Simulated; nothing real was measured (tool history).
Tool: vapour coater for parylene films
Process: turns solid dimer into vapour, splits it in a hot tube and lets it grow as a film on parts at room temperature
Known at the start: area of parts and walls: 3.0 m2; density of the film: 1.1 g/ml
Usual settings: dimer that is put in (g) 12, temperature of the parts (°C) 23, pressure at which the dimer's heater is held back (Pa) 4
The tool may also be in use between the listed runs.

run	hour	dimer that is put in (g)	temperature of the parts (°C)	pressure at which the dimer's heater is held back (Pa)	thickness of the film (um)
1	0	12	23	4	2.7
2	15.1	12	23	4	2.65
3	29	12	23	4	2.65
4	43.1	20	23	4	4.4
5	52.7	12	23	3.62	2.69
6	62	12	23	3.62	2.66
7	73.4	12	23	2.92	2.76
8	86.1	12	23	2.92	2.76
9	103.4	12	23	2.92	2.74
10	116.6	12	23	2.92	2.69
11	125.8	6	23	2.92	1.34
12	144.1	6	18	2.92	1.54
13	155.3	6	18	2.92	1.55
14	166.5	6	23	4	1.27
15	177.3	6	23	4	1.25
16	186.5	12	25	4	2.31
17	198.3	12	25	4	2.34
18	211.6	12	25	4	2.31
19	230	12	25	4	2.31
20	240.2	12	25	4	2.29
21	252.4	12	25	4	2.25
# hour 260.1: trap's valve overhauled
22	273.4	12	25	4	2.5
23	282.8	12	27	4	2.42
24	296.8	12	17	4	3.1
25	310.3	14	18	4.01	3.46
26	326.3	16	19	2.06	4.41
27	341.3	12	25	4	2.46
28	353	19	28	4	3.59
29	364.7	6	19	4	1.4
30	382.4	9	16	10.62	1.86
31	391	9	16	10.62	1.87
32	408.7	12	29	2.25	2.4
33	423	6	26	5.59	1.05
# hour 424.9: table's thermometer calibrated
34	432.5	6	26	5.59	1.05
35	447.9	11	30	3.19	1.96
36	460.6	15	23	2.38	3.36
# hour 474.1: table's thermometer calibrated, once more
37	475.9	15	23	2.38	3.37
38	492.2	15	20	2.35	3.64
39	499.7	15	20	2.35	3.59
40	513	15	20	2.35	3.57
# hour 523.2: trap's valve overhauled
41	528.7	5	34	3.64	0.85
42	541.7	22	18	6.68	5.02
43	559	21	31	4	3.75
44	567.2	12	31	4	2.16
45	584.4	12	31	4	2.11
46	598.7	5	19	2.52	1.35
47	616.3	12	23	3.69	2.63
48	625.3	12	23	3.69	2.61

Hidden state or all else? Some run-to-run changes of thickness of the film (um), split into what the settings, what came in and random variation would give without the hidden state, and what is left for the hidden state (with any gauge scatter that isn't in both results):
The hidden state here: vapour lost through the trap's worn valve, %; true temperature of the parts over the reading, C; drift of the gauge itself on film_um, %.
Run 21 -> 22: trap's valve overhauled. thickness of the film (um) +0.25: hidden state +0.28, all else -0.03.
Run 28 -> 29: dimer that is put in (g) 19 -> 6, temperature of the parts (°C) 28 -> 19. thickness of the film (um) -2.19: hidden state +0.11, all else -2.3.
Run 35 -> 36: dimer that is put in (g) 11 -> 15, temperature of the parts (°C) 30 -> 23, pressure at which the dimer's heater is held back (Pa) 3.19 -> 2.38. thickness of the film (um) +1.4: hidden state -0.17, all else +1.57.
Run 40 -> 41: dimer that is put in (g) 15 -> 5, temperature of the parts (°C) 20 -> 34, pressure at which the dimer's heater is held back (Pa) 2.35 -> 3.64, trap's valve overhauled. thickness of the film (um) -2.72: hidden state +0.49, all else -3.21.
Run 41 -> 42: dimer that is put in (g) 5 -> 22, temperature of the parts (°C) 34 -> 18, pressure at which the dimer's heater is held back (Pa) 3.64 -> 6.68. thickness of the film (um) +4.17: hidden state -0.04, all else +4.21.
